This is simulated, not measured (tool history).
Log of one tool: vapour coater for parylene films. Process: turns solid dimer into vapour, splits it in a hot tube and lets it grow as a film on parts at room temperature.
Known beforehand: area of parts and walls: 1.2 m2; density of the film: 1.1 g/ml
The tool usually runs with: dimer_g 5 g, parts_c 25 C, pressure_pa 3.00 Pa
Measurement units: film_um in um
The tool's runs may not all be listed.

Run 1, day 0.000: usual settings. Result: film_um 2.45 um.
Run 2, day 1.650: usual settings. Result: film_um 2.45 um.
At day 4.504: trap's valve overhauled.
Run 3, day 5.062: usual settings. Result: film_um 2.70 um.
Run 4, day 6.762: usual settings. Result: film_um 2.70 um.
Run 5, day 8.338: usual settings. Result: film_um 2.70 um.
Run 6, day 11.004: usual settings. Result: film_um 2.63 um.
Run 7, day 12.412: usual settings. Result: film_um 2.62 um.
Run 8, day 14.017: usual settings but dimer_g 6 g. Result: film_um 3.08 um.
Run 9, day 16.892: usual settings but dimer_g 6 g. Result: film_um 3.04 um.
Run 10, day 19.000: usual settings but dimer_g 6 g. Result: film_um 2.96 um.
Run 11, day 21.862: usual settings. Result: film_um 2.42 um.
At day 23.808: trap's valve overhauled.
Run 12, day 24.438: usual settings. Result: film_um 2.79 um.
Run 13, day 27.792: usual settings. Result: film_um 2.75 um.
Run 14, day 30.621: usual settings. Result: film_um 2.69 um.
Run 15, day 32.162: usual settings. Result: film_um 2.62 um.
Run 16, day 34.892: usual settings. Result: film_um 2.60 um.
Run 17, day 37.262: usual settings but dimer_g 2 g. Result: film_um 1.00 um.
Run 18, day 39.433: usual settings. Result: film_um 2.48 um.
At day 42.983: trap's valve overhauled.
Run 19, day 43.012: usual settings but dimer_g 8 g. Result: film_um 4.54 um.
Run 20, day 45.800: usual settings but dimer_g 8 g. Result: film_um 4.48 um.
Run 21, day 47.762: usual settings but dimer_g 8 g. Result: film_um 4.39 um.
Run 22, day 50.479: usual settings but dimer_g 8 g, pressure_pa 2.07 Pa. Result: film_um 4.49 um.
Run 23, day 52.762: usual settings but dimer_g 8 g, pressure_pa 2.07 Pa. Result: film_um 4.37 um.
Run 24, day 56.012: usual settings. Result: film_um 2.58 um.
Run 25, day 57.658: usual settings. Result: film_um 2.61 um.
Run 26, day 60.058: usual settings. Result: film_um 2.52 um.
At day 62.117: trap's valve overhauled.
Run 27, day 62.358: usual settings. Result: film_um 2.91 um.
Run 28, day 64.321: usual settings but parts_c 24 C, pressure_pa 5.25 Pa. Result: film_um 2.86 um.
At day 66.321: table's thermometer calibrated.
Run 29, day 66.450: usual settings but dimer_g 3 g, parts_c 24 C, pressure_pa 5.25 Pa. Result: film_um 1.63 um.
Run 30, day 69.125: usual settings but dimer_g 9 g, parts_c 37 C, pressure_pa 5.97 Pa. Result: film_um 2.55 um.
Run 31, day 70.888: usual settings but parts_c 28 C, pressure_pa 10.75 Pa. Result: film_um 2.10 um.
Run 32, day 72.767: usual settings but dimer_g 6 g, parts_c 29 C, pressure_pa 9.41 Pa. Result: film_um 2.32 um.
Run 33, day 74.708: usual settings but dimer_g 7 g, pressure_pa 2.60 Pa. Result: film_um 3.53 um.
Run 34, day 77.200: usual settings but pressure_pa 2.85 Pa. Result: film_um 2.45 um.
Run 35, day 78.671: usual settings but pressure_pa 2.85 Pa. Result: film_um 2.51 um.
At day 81.233: trap's valve overhauled.
Run 36, day 81.275: usual settings but dimer_g 7 g, parts_c 28 C, pressure_pa 3.83 Pa. Result: film_um 3.34 um.
Run 37, day 82.683: usual settings but dimer_g 8 g, parts_c 18 C, pressure_pa 3.83 Pa. Result: film_um 5.83 um.

Expected results for the next run?
Run 38, day 84.225: usual settings but dimer_g 8 g, parts_c 26 C. Result: film_um ?.

{"run 38": {"film_um": 4.23}}
Without the tool's hidden state the same run would have given film_um 4.25 um.

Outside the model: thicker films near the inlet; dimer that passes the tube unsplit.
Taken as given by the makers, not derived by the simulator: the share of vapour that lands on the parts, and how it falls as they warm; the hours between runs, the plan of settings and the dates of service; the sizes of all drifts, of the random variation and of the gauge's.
